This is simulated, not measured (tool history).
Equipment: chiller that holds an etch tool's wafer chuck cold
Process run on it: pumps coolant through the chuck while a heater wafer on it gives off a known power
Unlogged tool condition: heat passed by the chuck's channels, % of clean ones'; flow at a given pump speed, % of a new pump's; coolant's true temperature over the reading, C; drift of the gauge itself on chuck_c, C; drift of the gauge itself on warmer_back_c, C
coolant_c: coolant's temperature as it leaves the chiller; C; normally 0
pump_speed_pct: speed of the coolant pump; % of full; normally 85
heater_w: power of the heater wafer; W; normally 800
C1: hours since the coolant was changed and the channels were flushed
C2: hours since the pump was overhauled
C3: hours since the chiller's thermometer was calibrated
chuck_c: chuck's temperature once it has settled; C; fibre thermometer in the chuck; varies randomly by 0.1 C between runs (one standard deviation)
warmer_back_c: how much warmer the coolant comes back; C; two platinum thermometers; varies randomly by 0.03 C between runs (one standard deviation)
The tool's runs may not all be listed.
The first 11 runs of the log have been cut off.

{"hour": 730.0, "done": "chiller's thermometer calibrated"}
{"run": 12, "hour": 741.5, "coolant_c": 0, "pump_speed_pct": 85, "heater_w": 901, "C1": 4089, "C2": 2547, "C3": 12, "chuck_c": 5.9, "warmer_back_c": 2.06}
{"run": 13, "hour": 812.0, "coolant_c": 0, "pump_speed_pct": 85, "heater_w": 470, "C1": 4159, "C2": 2618, "C3": 82, "chuck_c": 3.1, "warmer_back_c": 1.11}
{"run": 14, "hour": 869.5, "coolant_c": 0, "pump_speed_pct": 85, "heater_w": 470, "C1": 4217, "C2": 2675, "C3": 140, "chuck_c": 3.3, "warmer_back_c": 1.13}
{"run": 15, "hour": 933.9, "coolant_c": 0, "pump_speed_pct": 85, "heater_w": 470, "C1": 4281, "C2": 2740, "C3": 204, "chuck_c": 3, "warmer_back_c": 1.06}
{"run": 16, "hour": 1005.8, "coolant_c": 0, "pump_speed_pct": 85, "heater_w": 470, "C1": 4353, "C2": 2811, "C3": 276, "chuck_c": 3, "warmer_back_c": 1.08}
{"run": 17, "hour": 1050.8, "coolant_c": 7, "pump_speed_pct": 84, "heater_w": 615, "C1": 4398, "C2": 2856, "C3": 321, "chuck_c": 11.1, "warmer_back_c": 1.44}
{"hour": 1057.4, "done": "chiller's thermometer calibrated, once more"}
{"run": 18, "hour": 1131.9, "coolant_c": 7, "pump_speed_pct": 84, "heater_w": 615, "C1": 4478, "C2": 2936, "C3": 74, "chuck_c": 11.1, "warmer_back_c": 1.41}
{"run": 19, "hour": 1213.8, "coolant_c": 7, "pump_speed_pct": 84, "heater_w": 615, "C1": 4560, "C2": 3018, "C3": 156, "chuck_c": 11.2, "warmer_back_c": 1.47}
{"run": 20, "hour": 1296.8, "coolant_c": 10, "pump_speed_pct": 75, "heater_w": 884, "C1": 4643, "C2": 3101, "C3": 239, "chuck_c": 16.6, "warmer_back_c": 2.36}
{"run": 21, "hour": 1383.6, "coolant_c": 10, "pump_speed_pct": 75, "heater_w": 884, "C1": 4730, "C2": 3188, "C3": 326, "chuck_c": 16.7, "warmer_back_c": 2.31}
{"run": 22, "hour": 1440.8, "coolant_c": 10, "pump_speed_pct": 75, "heater_w": 884, "C1": 4787, "C2": 3245, "C3": 383, "chuck_c": 16.9, "warmer_back_c": 2.31}
{"run": 23, "hour": 1489.7, "coolant_c": 0, "pump_speed_pct": 92, "heater_w": 1185, "C1": 4836, "C2": 3294, "C3": 432, "chuck_c": 8, "warmer_back_c": 2.53}
{"run": 24, "hour": 1542.5, "coolant_c": 7, "pump_speed_pct": 92, "heater_w": 1185, "C1": 4889, "C2": 3347, "C3": 485, "chuck_c": 15.1, "warmer_back_c": 2.58}
{"run": 25, "hour": 1615.7, "coolant_c": -4, "pump_speed_pct": 73, "heater_w": 800, "C1": 4962, "C2": 3420, "C3": 558, "chuck_c": 2.1, "warmer_back_c": 2.15}
{"run": 26, "hour": 1652.5, "coolant_c": 4, "pump_speed_pct": 71, "heater_w": 710, "C1": 4999, "C2": 3457, "C3": 595, "chuck_c": 9.6, "warmer_back_c": 2.02}
{"run": 27, "hour": 1691.7, "coolant_c": -8, "pump_speed_pct": 71, "heater_w": 569, "C1": 5038, "C2": 3496, "C3": 634, "chuck_c": -3.5, "warmer_back_c": 1.6}
{"run": 28, "hour": 1778.8, "coolant_c": -2, "pump_speed_pct": 79, "heater_w": 534, "C1": 5125, "C2": 3583, "C3": 721, "chuck_c": 2.1, "warmer_back_c": 1.35}
{"run": 29, "hour": 1839.5, "coolant_c": -2, "pump_speed_pct": 79, "heater_w": 534, "C1": 5186, "C2": 3644, "C3": 782, "chuck_c": 2.1, "warmer_back_c": 1.36}
{"run": 30, "hour": 1922.4, "coolant_c": 0, "pump_speed_pct": 84, "heater_w": 867, "C1": 5269, "C2": 3727, "C3": 865, "chuck_c": 6.3, "warmer_back_c": 2.12}
{"run": 31, "hour": 1963.6, "coolant_c": -3, "pump_speed_pct": 94, "heater_w": 757, "C1": 5310, "C2": 3768, "C3": 906, "chuck_c": 2, "warmer_back_c": 1.65}

5 options for the next run, each taken on its own from the tool as it stands now. Forecast them:
{"run": "A", "hour": 2030.7, "coolant_c": -5, "pump_speed_pct": 94, "heater_w": 468, "C1": 5377, "C2": 3835, "C3": 973, "chuck_c": "?", "warmer_back_c": "?"}
{"run": "B", "hour": 2030.7, "coolant_c": -3, "pump_speed_pct": 72, "heater_w": 510, "C1": 5377, "C2": 3835, "C3": 973, "chuck_c": "?", "warmer_back_c": "?"}
{"run": "C", "hour": 2030.7, "coolant_c": -3, "pump_speed_pct": 79, "heater_w": 757, "C1": 5377, "C2": 3835, "C3": 973, "chuck_c": "?", "warmer_back_c": "?"}
{"run": "D", "hour": 2030.7, "coolant_c": 10, "pump_speed_pct": 96, "heater_w": 432, "C1": 5377, "C2": 3835, "C3": 973, "chuck_c": "?", "warmer_back_c": "?"}
{"run": "E", "hour": 2030.7, "coolant_c": 3, "pump_speed_pct": 90, "heater_w": 666, "C1": 5377, "C2": 3835, "C3": 973, "chuck_c": "?", "warmer_back_c": "?"}

run=A chuck_c=-1.8 warmer_back_c=0.96
run=B chuck_c=1 warmer_back_c=1.47
run=C chuck_c=2.7 warmer_back_c=1.96
run=D chuck_c=13 warmer_back_c=0.91
run=E chuck_c=7.7 warmer_back_c=1.52
Take away the tool's hidden state, keep each run's random variation, and the runs would have read:
run=A chuck_c=-2.3 warmer_back_c=0.88
run=B chuck_c=0.3 warmer_back_c=1.36
run=C chuck_c=1.6 warmer_back_c=1.82
run=D chuck_c=12.5 warmer_back_c=0.85
run=E chuck_c=6.9 warmer_back_c=1.41
